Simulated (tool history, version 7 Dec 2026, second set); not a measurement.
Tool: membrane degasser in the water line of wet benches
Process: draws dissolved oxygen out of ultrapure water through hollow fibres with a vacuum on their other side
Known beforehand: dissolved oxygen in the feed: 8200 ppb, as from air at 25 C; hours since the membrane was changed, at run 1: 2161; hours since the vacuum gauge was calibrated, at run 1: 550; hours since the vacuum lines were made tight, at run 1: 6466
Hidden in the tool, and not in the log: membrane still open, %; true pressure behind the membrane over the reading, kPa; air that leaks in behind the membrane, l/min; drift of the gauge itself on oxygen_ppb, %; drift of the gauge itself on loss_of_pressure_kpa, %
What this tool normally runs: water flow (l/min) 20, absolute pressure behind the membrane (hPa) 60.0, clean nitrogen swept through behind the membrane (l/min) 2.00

run	hour	water flow (l/min)	absolute pressure behind the membrane (hPa)	clean nitrogen swept through behind the membrane (l/min)	hours since the membrane was changed	hours since the vacuum gauge was calibrated	hours since the vacuum lines were made tight	dissolved oxygen in the water behind the degasser (ppb)	pressure that the water loses in the fibres (hPa)
1	0.0	20	60.0	2.00	2161	550	6466	141.4	482.5
2	79.9	20	60.0	2.00	2241	630	6546	141.3	482.9
3	140.3	20	60.0	2.00	2301	690	6607	140.4	482.8
4	193.1	20	60.0	2.00	2354	743	6660	141.9	483.2
5	235.6	20	57.7	2.00	2397	786	6702	135.7	482.7
6	284.2	20	60.0	2.00	2445	834	6751	143.1	481.3
7	354.3	20	60.0	5.97	2515	904	6821	99.2	481.8
8	401.3	20	60.0	5.97	2562	951	6868	99.6	480.0
9	468.3	20	60.0	2.00	2629	1018	6935	141.5	480.8
# hour 474.5: vacuum gauge calibrated
10	536.0	20	60.0	4.34	2696	61	7002	109.3	480.7
11	588.5	20	60.0	4.34	2749	114	7055	109.3	481.3
# hour 600.3: vacuum gauge calibrated, once more
12	639.9	16	60.0	2.00	2800	40	7105	90.5	384.6
13	683.3	20	56.4	0.88	2843	83	7149	196.4	482.3
14	765.1	25	56.4	0.88	2925	165	7231	285.9	605.1
15	841.8	25	56.4	0.88	3002	242	7307	290.0	603.5
16	929.0	25	37.3	3.90	3089	329	7395	156.4	604.1
17	987.0	25	60.0	5.19	3147	387	7452	183.7	604.8
18	1074.1	25	60.0	5.19	3234	474	7540	181.3	607.1
19	1123.0	25	60.0	5.19	3283	523	7589	182.3	607.4
20	1180.5	25	60.0	5.19	3340	580	7646	182.8	610.3
21	1240.0	17	60.0	5.97	3400	640	7705	65.2	410.3
22	1287.8	19	108.6	0.88	3448	688	7753	425.6	463.4
23	1345.5	19	108.6	0.88	3505	745	7811	422.0	460.8
24	1412.9	19	108.6	0.88	3573	813	7878	413.8	462.4

Forecast each of these 5 alternatives for the next run:
A	1458.8	22	89.3	3.42	3619	859	7924	?	?
B	1458.8	20	60.0	1.71	3619	859	7924	?	?
C	1458.8	14	108.6	0.88	3619	859	7924	?	?
D	1458.8	19	108.6	3.88	3619	859	7924	?	?
E	1458.8	19	108.6	3.99	3619	859	7924	?	?

run	dissolved oxygen in the water behind the degasser (ppb)	pressure that the water loses in the fibres (hPa)
A	191.1	534.1
B	152.2	484.5
C	305.2	338.5
D	159.0	459.6
E	158.1	459.8
With the hidden condition removed and each run's random variation left untouched, the same runs would have given:
run	dissolved oxygen in the water behind the degasser (ppb)	pressure that the water loses in the fibres (hPa)
A	181.8	526.1
B	144.1	477.2
C	294.8	333.4
D	151.3	452.7
E	150.4	452.9
